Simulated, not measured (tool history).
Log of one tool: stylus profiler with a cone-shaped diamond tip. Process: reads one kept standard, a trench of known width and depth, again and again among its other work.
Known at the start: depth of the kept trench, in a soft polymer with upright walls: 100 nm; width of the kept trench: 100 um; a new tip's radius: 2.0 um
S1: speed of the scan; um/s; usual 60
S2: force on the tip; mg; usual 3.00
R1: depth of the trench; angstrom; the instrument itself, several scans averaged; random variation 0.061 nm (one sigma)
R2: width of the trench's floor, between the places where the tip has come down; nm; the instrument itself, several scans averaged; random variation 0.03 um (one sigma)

{"run": 1, "hour": 0.0, "S1": 60, "S2": 3.0, "R1": 1018.3, "R2": 98590}
{"run": 2, "hour": 9.8, "S1": 60, "S2": 3.0, "R1": 1018.5, "R2": 98550}
{"run": 3, "hour": 27.5, "S1": 60, "S2": 3.0, "R1": 1017.3, "R2": 98570}
{"run": 4, "hour": 38.9, "S1": 60, "S2": 7.23, "R1": 1032.3, "R2": 98660}
{"run": 5, "hour": 49.7, "S1": 100, "S2": 3.0, "R1": 1016.9, "R2": 98520}
{"run": 6, "hour": 59.2, "S1": 76, "S2": 3.0, "R1": 1017.0, "R2": 98670}
{"run": 7, "hour": 76.6, "S1": 76, "S2": 3.0, "R1": 1018.1, "R2": 98580}
{"run": 8, "hour": 93.6, "S1": 76, "S2": 3.0, "R1": 1016.9, "R2": 98590}
{"run": 9, "hour": 110.5, "S1": 76, "S2": 3.0, "R1": 1017.7, "R2": 98590}
{"run": 10, "hour": 125.5, "S1": 76, "S2": 3.0, "R1": 1017.4, "R2": 98580}
{"run": 11, "hour": 135.7, "S1": 76, "S2": 4.63, "R1": 1023.2, "R2": 98620}
{"run": 12, "hour": 145.8, "S1": 76, "S2": 4.63, "R1": 1023.6, "R2": 98610}
{"run": 13, "hour": 158.2, "S1": 76, "S2": 4.63, "R1": 1023.8, "R2": 98610}
{"run": 14, "hour": 166.2, "S1": 60, "S2": 3.0, "R1": 1017.8, "R2": 98560}
{"run": 15, "hour": 184.2, "S1": 60, "S2": 3.0, "R1": 1017.7, "R2": 98660}
{"run": 16, "hour": 196.9, "S1": 48, "S2": 8.73, "R1": 1036.0, "R2": 98690}
{"run": 17, "hour": 207.9, "S1": 31, "S2": 5.58, "R1": 1027.7, "R2": 98670}
{"run": 18, "hour": 222.7, "S1": 19, "S2": 5.84, "R1": 1027.6, "R2": 98720}
{"run": 19, "hour": 234.2, "S1": 60, "S2": 1.68, "R1": 1013.0, "R2": 98550}
{"run": 20, "hour": 244.7, "S1": 60, "S2": 1.68, "R1": 1012.8, "R2": 98570}
{"run": 21, "hour": 254.9, "S1": 51, "S2": 7.25, "R1": 1032.9, "R2": 98690}
{"run": 22, "hour": 263.4, "S1": 56, "S2": 4.66, "R1": 1024.1, "R2": 98640}
{"run": 23, "hour": 279.3, "S1": 32, "S2": 6.03, "R1": 1028.3, "R2": 98730}
{"run": 24, "hour": 291.7, "S1": 84, "S2": 3.84, "R1": 1020.4, "R2": 98590}
{"run": 25, "hour": 306.1, "S1": 93, "S2": 6.83, "R1": 1030.6, "R2": 98620}
{"run": 26, "hour": 313.9, "S1": 93, "S2": 6.83, "R1": 1030.6, "R2": 98610}
{"run": 27, "hour": 330.1, "S1": 93, "S2": 6.83, "R1": 1030.3, "R2": 98610}
{"run": 28, "hour": 342.3, "S1": 60, "S2": 1.98, "R1": 1012.0, "R2": 98580}

5 ways to go on from here, each from the tool as it stands after run 28. What would each give?
{"run": "A", "hour": 353.2, "S1": 52, "S2": 1.58, "R1": "?", "R2": "?"}
{"run": "B", "hour": 353.2, "S1": 194, "S2": 3.36, "R1": "?", "R2": "?"}
{"run": "C", "hour": 353.2, "S1": 23, "S2": 1.02, "R1": "?", "R2": "?"}
{"run": "D", "hour": 353.2, "S1": 60, "S2": 2.01, "R1": "?", "R2": "?"}
{"run": "E", "hour": 353.2, "S1": 25, "S2": 4.24, "R1": "?", "R2": "?"}

run=A R1=1011.8 R2=98570
run=B R1=1019.0 R2=98340
run=C R1=1008.6 R2=98640
run=D R1=1012.9 R2=98570
run=E R1=1024.2 R2=98680
Without the tool's hidden state the same runs would have given:
run=A R1=1012.0 R2=98580
run=B R1=1019.2 R2=98340
run=C R1=1008.8 R2=98640
run=D R1=1013.0 R2=98580
run=E R1=1024.4 R2=98680

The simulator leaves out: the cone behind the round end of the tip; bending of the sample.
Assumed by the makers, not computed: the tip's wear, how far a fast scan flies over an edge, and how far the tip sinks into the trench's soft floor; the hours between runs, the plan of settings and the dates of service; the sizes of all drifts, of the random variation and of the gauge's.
